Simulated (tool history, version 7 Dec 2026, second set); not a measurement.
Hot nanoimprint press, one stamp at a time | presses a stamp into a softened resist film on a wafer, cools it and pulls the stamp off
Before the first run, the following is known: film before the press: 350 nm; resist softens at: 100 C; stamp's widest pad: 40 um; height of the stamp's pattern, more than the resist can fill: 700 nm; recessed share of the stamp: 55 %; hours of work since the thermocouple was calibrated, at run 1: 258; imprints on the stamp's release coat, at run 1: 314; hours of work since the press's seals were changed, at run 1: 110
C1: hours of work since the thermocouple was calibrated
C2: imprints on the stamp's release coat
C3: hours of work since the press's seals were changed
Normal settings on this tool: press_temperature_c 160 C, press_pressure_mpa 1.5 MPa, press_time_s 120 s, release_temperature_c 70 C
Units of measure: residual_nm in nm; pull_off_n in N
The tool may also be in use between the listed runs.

run 1 day=0 | press_temperature_c=160 press_pressure_mpa=1.5 press_time_s=120 release_temperature_c=70 | C1=258 C2=314 C3=110 | residual_nm=193.9 pull_off_n=192
run 2 day=0.421 | press_temperature_c=160 press_pressure_mpa=1.5 press_time_s=120 release_temperature_c=63 | C1=266 C2=372 C3=117 | residual_nm=195.4 pull_off_n=218
run 3 day=0.729 | press_temperature_c=160 press_pressure_mpa=1.5 press_time_s=120 release_temperature_c=70 | C1=271 C2=414 C3=123 | residual_nm=194.8 pull_off_n=196
run 4 day=0.933 | press_temperature_c=160 press_pressure_mpa=1.5 press_time_s=102 release_temperature_c=70 | C1=275 C2=443 C3=127 | residual_nm=205.6 pull_off_n=197
run 5 day=1.117 | press_temperature_c=160 press_pressure_mpa=1.5 press_time_s=102 release_temperature_c=70 | C1=278 C2=468 C3=130 | residual_nm=206.2 pull_off_n=185
run 6 day=1.408 | press_temperature_c=160 press_pressure_mpa=1.5 press_time_s=102 release_temperature_c=70 | C1=284 C2=508 C3=135 | residual_nm=206.1 pull_off_n=199
run 7 day=1.783 | press_temperature_c=160 press_pressure_mpa=1.5 press_time_s=102 release_temperature_c=70 | C1=291 C2=560 C3=142 | residual_nm=206.8 pull_off_n=203
run 8 day=2.212 | press_temperature_c=160 press_pressure_mpa=1.5 press_time_s=102 release_temperature_c=70 | C1=298 C2=619 C3=150 | residual_nm=205.6 pull_off_n=196
run 9 day=2.625 | press_temperature_c=160 press_pressure_mpa=1.5 press_time_s=120 release_temperature_c=70 | C1=306 C2=675 C3=158 | residual_nm=195.8 pull_off_n=201
run 10 day=2.821 | press_temperature_c=160 press_pressure_mpa=1.5 press_time_s=120 release_temperature_c=70 | C1=310 C2=702 C3=161 | residual_nm=197.7 pull_off_n=197
run 11 day=3.129 | press_temperature_c=160 press_pressure_mpa=1.5 press_time_s=120 release_temperature_c=70 | C1=315 C2=745 C3=167 | residual_nm=195.1 pull_off_n=201
run 12 day=3.408 | press_temperature_c=161 press_pressure_mpa=1.93 press_time_s=87 release_temperature_c=60 | C1=320 C2=783 C3=172 | residual_nm=186.3 pull_off_n=237
run 13 day=3.817 | press_temperature_c=156 press_pressure_mpa=1.42 press_time_s=85 release_temperature_c=74 | C1=328 C2=840 C3=179 | residual_nm=259.7 pull_off_n=199
run 14 day=4.088 | press_temperature_c=153 press_pressure_mpa=2.34 press_time_s=157 release_temperature_c=74 | C1=333 C2=877 C3=184 | residual_nm=217.1 pull_off_n=199
run 15 day=4.3 | press_temperature_c=153 press_pressure_mpa=1.5 press_time_s=70 release_temperature_c=70 | C1=337 C2=906 C3=188 | residual_nm=292 pull_off_n=212
run 16 day=4.504 | press_temperature_c=153 press_pressure_mpa=1.21 press_time_s=93 release_temperature_c=70 | C1=340 C2=934 C3=192 | residual_nm=293.7 pull_off_n=212
run 17 day=4.758 | press_temperature_c=153 press_pressure_mpa=1.21 press_time_s=93 release_temperature_c=70 | C1=345 C2=969 C3=197 | residual_nm=289.7 pull_off_n=210
run 18 day=4.971 | press_temperature_c=153 press_pressure_mpa=1.21 press_time_s=93 release_temperature_c=70 | C1=349 C2=999 C3=200 | residual_nm=293.5 pull_off_n=209
run 19 day=5.254 | press_temperature_c=153 press_pressure_mpa=1.21 press_time_s=93 release_temperature_c=70 | C1=354 C2=1037 C3=206 | residual_nm=295.1 pull_off_n=221

Measured result minus the same run's result without the hidden state. Both carry the same run-to-run variation, though not necessarily the same gauge scatter:
Unlogged tool condition in this case: true temperature over the reading, C; pressure that arrives at the usual setting, %; grip of the stamp's worn release coat, % over a new coat's; drift of the gauge itself on residual_nm, %; drift of the gauge itself on pull_off_n, %.
run=1 residual_nm=+7.8 pull_off_n=+13
run=2 residual_nm=+8.1 pull_off_n=+16
run=3 residual_nm=+8.3 pull_off_n=+16
run=4 residual_nm=+8.5 pull_off_n=+18
run=5 residual_nm=+8.6 pull_off_n=+17
run=6 residual_nm=+8.8 pull_off_n=+20
run=7 residual_nm=+9 pull_off_n=+22
run=8 residual_nm=+9.3 pull_off_n=+23
run=9 residual_nm=+9.5 pull_off_n=+25
run=10 residual_nm=+9.7 pull_off_n=+25
run=11 residual_nm=+9.8 pull_off_n=+27
run=12 residual_nm=+9.8 pull_off_n=+33
run=13 residual_nm=+9.9 pull_off_n=+30
run=14 residual_nm=+12.4 pull_off_n=+32
run=15 residual_nm=+8.7 pull_off_n=+34
run=16 residual_nm=+8.8 pull_off_n=+35
run=17 residual_nm=+8.9 pull_off_n=+36
run=18 residual_nm=+9 pull_off_n=+36
run=19 residual_nm=+9.2 pull_off_n=+39
